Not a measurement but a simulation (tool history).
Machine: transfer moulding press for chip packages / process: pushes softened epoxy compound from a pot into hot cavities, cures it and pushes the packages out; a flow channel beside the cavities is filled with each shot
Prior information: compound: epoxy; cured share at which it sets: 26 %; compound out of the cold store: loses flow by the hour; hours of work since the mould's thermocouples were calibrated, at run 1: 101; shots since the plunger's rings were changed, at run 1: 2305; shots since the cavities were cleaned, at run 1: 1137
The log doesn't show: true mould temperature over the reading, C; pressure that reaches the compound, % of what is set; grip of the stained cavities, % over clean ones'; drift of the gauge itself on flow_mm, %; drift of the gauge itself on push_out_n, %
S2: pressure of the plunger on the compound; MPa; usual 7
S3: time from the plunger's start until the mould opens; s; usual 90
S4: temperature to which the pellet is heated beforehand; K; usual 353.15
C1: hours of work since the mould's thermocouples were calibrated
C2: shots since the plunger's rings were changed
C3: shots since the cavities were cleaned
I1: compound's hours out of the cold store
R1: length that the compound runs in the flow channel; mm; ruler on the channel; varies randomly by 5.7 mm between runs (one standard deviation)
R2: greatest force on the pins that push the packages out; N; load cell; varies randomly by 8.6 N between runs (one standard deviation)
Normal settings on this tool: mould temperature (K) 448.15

run 1 hour=0 | mould_temperature_(K)=448.15 S2=7 S3=90 S4=353.15 | C1=101 C2=2305 C3=1137 | I1=27 | R1=684 R2=587
-- hour=5.4 cavities cleaned with cleaning compound and waxed
run 2 hour=31.7 | mould_temperature_(K)=448.15 S2=7 S3=90 S4=353.15 | C1=122 C2=2732 C3=371 | I1=42.7 | R1=627 R2=501
run 3 hour=59.7 | mould_temperature_(K)=448.15 S2=7 S3=128 S4=353.15 | C1=142 C2=3129 C3=768 | I1=40.4 | R1=616 R2=457
run 4 hour=81.2 | mould_temperature_(K)=448.15 S2=7 S3=90 S4=353.15 | C1=157 C2=3432 C3=1071 | I1=47.1 | R1=597 R2=570
-- hour=88.9 plunger's sealing rings changed
-- hour=92.7 cavities cleaned with cleaning compound and waxed
run 5 hour=109.1 | mould_temperature_(K)=448.15 S2=7 S3=90 S4=353.15 | C1=174 C2=266 C3=233 | I1=26.1 | R1=710 R2=450
run 6 hour=125.7 | mould_temperature_(K)=448.15 S2=7 S3=90 S4=353.15 | C1=186 C2=500 C3=467 | I1=41.2 | R1=646 R2=511
run 7 hour=155.5 | mould_temperature_(K)=448.15 S2=7 S3=90 S4=353.15 | C1=207 C2=921 C3=888 | I1=42.2 | R1=629 R2=566
-- hour=178.5 cavities cleaned with cleaning compound and waxed
run 8 hour=188.6 | mould_temperature_(K)=447.15 S2=7 S3=90 S4=353.15 | C1=230 C2=1368 C3=144 | I1=12.3 | R1=760 R2=484
run 9 hour=206.3 | mould_temperature_(K)=447.15 S2=7 S3=90 S4=353.15 | C1=242 C2=1617 C3=393 | I1=41.3 | R1=631 R2=524
run 10 hour=227.2 | mould_temperature_(K)=447.15 S2=7 S3=90 S4=353.15 | C1=257 C2=1914 C3=690 | I1=23.7 | R1=700 R2=597
run 11 hour=251.4 | mould_temperature_(K)=450.15 S2=7 S3=90 S4=353.15 | C1=274 C2=2255 C3=1031 | I1=45.8 | R1=614 R2=536
-- hour=263 cavities cleaned with cleaning compound and waxed
run 12 hour=273.5 | mould_temperature_(K)=448.15 S2=6.27 S3=90 S4=353.15 | C1=289 C2=2546 C3=147 | I1=13.9 | R1=704 R2=483
run 13 hour=305.1 | mould_temperature_(K)=448.15 S2=7 S3=90 S4=353.15 | C1=311 C2=2994 C3=595 | I1=31.6 | R1=658 R2=552
run 14 hour=336.1 | mould_temperature_(K)=448.15 S2=7 S3=90 S4=353.15 | C1=333 C2=3432 C3=1033 | I1=44.5 | R1=610 R2=565
-- hour=344.6 plunger's sealing rings changed
-- hour=351.5 cavities cleaned with cleaning compound and waxed
run 15 hour=362.8 | mould_temperature_(K)=449.15 S2=5.97 S3=90 S4=351.15 | C1=349 C2=236 C3=160 | I1=47.6 | R1=569 R2=419
run 16 hour=394.7 | mould_temperature_(K)=448.15 S2=5.98 S3=130 S4=343.15 | C1=372 C2=686 C3=610 | I1=43.4 | R1=593 R2=455
run 17 hour=414.3 | mould_temperature_(K)=448.15 S2=5.62 S3=84 S4=362.15 | C1=386 C2=964 C3=888 | I1=15.6 | R1=661 R2=670
-- hour=437.3 cavities cleaned with cleaning compound and waxed
run 18 hour=439.2 | mould_temperature_(K)=451.15 S2=5.73 S3=90 S4=361.15 | C1=402 C2=1294 C3=26 | I1=42.1 | R1=570 R2=364
run 19 hour=474.9 | mould_temperature_(K)=451.15 S2=5.73 S3=90 S4=361.15 | C1=428 C2=1799 C3=531 | I1=42.2 | R1=567 R2=468
run 20 hour=492.9 | mould_temperature_(K)=452.15 S2=7 S3=90 S4=353.15 | C1=440 C2=2053 C3=785 | I1=34.6 | R1=648 R2=526
run 21 hour=512.5 | mould_temperature_(K)=444.15 S2=7 S3=81 S4=353.15 | C1=454 C2=2331 C3=1063 | I1=21.2 | R1=710 R2=959
-- hour=522.2 cavities cleaned with cleaning compound and waxed
run 22 hour=537.5 | mould_temperature_(K)=440.15 S2=7 S3=90 S4=357.15 | C1=471 C2=2663 C3=216 | I1=20.2 | R1=723 R2=799
run 23 hour=560.8 | mould_temperature_(K)=453.15 S2=7 S3=90 S4=357.15 | C1=487 C2=2993 C3=546 | I1=23.9 | R1=672 R2=480
run 24 hour=580.2 | mould_temperature_(K)=455.15 S2=8.78 S3=121 S4=345.15 | C1=501 C2=3267 C3=820 | I1=13.8 | R1=806 R2=461
-- hour=601.3 plunger's sealing rings changed
run 25 hour=604.5 | mould_temperature_(K)=450.15 S2=8.78 S3=85 S4=345.15 | C1=517 C2=47 C3=1129 | I1=18.1 | R1=820 R2=607
-- hour=609.3 cavities cleaned with cleaning compound and waxed
run 26 hour=624.9 | mould_temperature_(K)=450.15 S2=8.78 S3=85 S4=345.15 | C1=530 C2=313 C3=221 | I1=45.1 | R1=704 R2=472
run 27 hour=648.4 | mould_temperature_(K)=449.15 S2=8.78 S3=85 S4=345.15 | C1=547 C2=646 C3=554 | I1=28.8 | R1=771 R2=586
run 28 hour=665.2 | mould_temperature_(K)=449.15 S2=8.78 S3=108 S4=345.15 | C1=559 C2=883 C3=791 | I1=34.4 | R1=736 R2=494

Consider 3 possible next runs. They are alternatives, not a sequence: every one starts from the tool as it was left by run 28. What does each give?
run A hour=682.4 | mould_temperature_(K)=449.15 S2=8.78 S3=108 S4=350.15 | C1=571 C2=1127 C3=1035 | I1=35.4 | R1=? R2=?
run B hour=682.4 | mould_temperature_(K)=448.15 S2=6.04 S3=123 S4=352.15 | C1=571 C2=1127 C3=1035 | I1=42.2 | R1=? R2=?
run C hour=682.4 | mould_temperature_(K)=455.15 S2=5.84 S3=90 S4=354.15 | C1=571 C2=1127 C3=1035 | I1=23.2 | R1=? R2=?

run=A R1=743 R2=486
run=B R1=599 R2=470
run=C R1=625 R2=506
What these runs would have given with no unlogged condition in the tool:
run=A R1=753 R2=315
run=B R1=607 R2=308
run=C R1=633 R2=330

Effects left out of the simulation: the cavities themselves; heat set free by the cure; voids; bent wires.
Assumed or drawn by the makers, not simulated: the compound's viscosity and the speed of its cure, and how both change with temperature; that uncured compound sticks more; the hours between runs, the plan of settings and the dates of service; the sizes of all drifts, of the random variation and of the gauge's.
